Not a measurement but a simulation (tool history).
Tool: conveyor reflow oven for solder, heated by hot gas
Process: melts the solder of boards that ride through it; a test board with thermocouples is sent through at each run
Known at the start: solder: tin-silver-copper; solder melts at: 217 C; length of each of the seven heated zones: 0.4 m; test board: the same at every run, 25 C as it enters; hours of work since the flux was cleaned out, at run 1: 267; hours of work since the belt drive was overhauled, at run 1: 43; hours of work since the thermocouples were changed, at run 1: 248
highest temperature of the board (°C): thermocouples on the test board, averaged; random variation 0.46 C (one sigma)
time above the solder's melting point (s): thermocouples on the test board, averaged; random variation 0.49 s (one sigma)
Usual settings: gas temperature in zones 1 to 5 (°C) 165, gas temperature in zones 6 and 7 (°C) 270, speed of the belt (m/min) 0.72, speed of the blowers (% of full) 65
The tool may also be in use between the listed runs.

run     day  gas temperature in zones 1 to 5 (°C)  gas temperature in zones 6 and 7 (°C)  speed of the belt (m/min)  speed of the blowers (% of full)  hours of work since the flux was cleaned out  hours of work since the belt drive was overhauled  hours of work since the thermocouples were changed  highest temperature of the board (°C)  time above the solder's melting point (s)
  1       0                                   165                                    270                       0.72                                65                                           267                                                 43                                                 248                                  242.2                                       37.9
      1.079  -- flux residue cleaned out of gas plates and filters
  2   1.121                                   165                                    270                       0.72                                76                                             1                                                 57                                                 261                                  248.6                                       43.6
  3    1.85                                   165                                    261                       0.72                                65                                            11                                                 67                                                 271                                  237.6                                       33.3
  4   2.854                                   165                                    270                       0.72                                65                                            26                                                 82                                                 286                                  245.2                                         41
  5   3.429                                   165                                    270                       0.72                                65                                            34                                                 90                                                 294                                  245.1                                         40
  6   4.142                                   165                                    270                       0.72                                65                                            44                                                100                                                 305                                  244.7                                       39.7
  7     5.2                                   165                                    270                       0.72                                65                                            60                                                116                                                 320                                  245.4                                         40
  8   5.825                                   165                                    264                       0.72                                65                                            69                                                125                                                 329                                  240.5                                       35.1
  9   6.412                                   165                                    264                       0.72                                65                                            77                                                133                                                 338                                  240.4                                       35.1
 10   7.067                                   165                                    264                       0.72                                65                                            87                                                143                                                 347                                  239.6                                       35.6
 11   7.738                                   165                                    264                       0.72                                65                                            97                                                153                                                 357                                  240.5                                       35.6
 12   8.192                                   165                                    283                       0.72                                65                                           103                                                159                                                 364                                  254.7                                       46.5
 13   8.842                                   165                                    283                       0.72                                65                                           113                                                169                                                 373                                  254.1                                       47.5
 14   9.796                                   165                                    283                       0.72                                65                                           127                                                183                                                 387                                  254.3                                       46.8
 15  10.483                                   165                                    270                       0.72                                65                                           136                                                192                                                 397                                  244.5                                       39.5
 16  11.333                                   165                                    270                      0.756                                52                                           149                                                205                                                 409                                  236.6                                       29.1
 17  11.879                                   165                                    270                      0.756                                52                                           157                                                213                                                 417                                    237                                       29.8
 18  12.325                                   155                                    270                      0.724                                53                                           163                                                219                                                 423                                  236.4                                         28
 19  13.112                                   155                                    270                      0.724                                53                                           175                                                231                                                 435                                  236.4                                       28.1
 20  13.888                                   155                                    270                      0.724                                53                                           186                                                242                                                 446                                  235.7                                       27.6
 21  14.371                                   155                                    267                      0.724                                53                                           193                                                249                                                 453                                  234.9                                       25.7
 22  15.262                                   165                                    261                       0.72                                74                                           206                                                262                                                 466                                  239.6                                         36
 23    16.2                                   165                                    261                       0.72                                65                                           219                                                275                                                 480                                  235.9                                       32.7
 24  17.217                                   165                                    261                       0.72                                65                                           234                                                290                                                 494                                  236.4                                       32.5
 25  18.104                                   157                                    261                      0.688                                55                                           247                                                303                                                 507                                  233.2                                       26.8
 26  18.725                                   165                                    273                       0.72                                88                                           256                                                312                                                 516                                  252.3                                       46.6
 27  19.183                                   161                                    272                      0.689                                61                                           263                                                319                                                 523                                    245                                       40.7
 28  19.942                                   161                                    272                      0.689                                59                                           274                                                330                                                 534                                  244.4                                       39.7
     20.612  -- flux residue cleaned out of gas plates and filters
 29  20.879                                   161                                    274                      0.689                                59                                             4                                                340                                                 545                                  248.2                                       42.6
 30  21.429                                   176                                    280                       0.67                                74                                            12                                                348                                                 553                                  261.8                                       58.6

Forecast each of these 4 alternatives for the next run:
  A  22.129                                   170                                    282                       0.72                                86                                            22                                                358                                                 563                                      ?                                          ?
  B  22.129                                   176                                    263                       0.67                                52                                            22                                                358                                                 563                                      ?                                          ?
  C  22.129                                   177                                    265                       0.67                                74                                            22                                                358                                                 563                                      ?                                          ?
  D  22.129                                   153                                    263                       0.71                                74                                            22                                                358                                                 563                                      ?                                          ?

run  highest temperature of the board (°C)  time above the solder's melting point (s)
  A                                  263.6                                       53.9
  B                                  241.5                                         44
  C                                  249.8                                       52.1
  D                                  239.8                                       35.6
Without the tool's hidden state the same runs would have given:
run  highest temperature of the board (°C)  time above the solder's melting point (s)
  A                                  261.9                                       52.7
  B                                    240                                       42.1
  C                                  248.1                                       50.6
  D                                  238.2                                       33.9
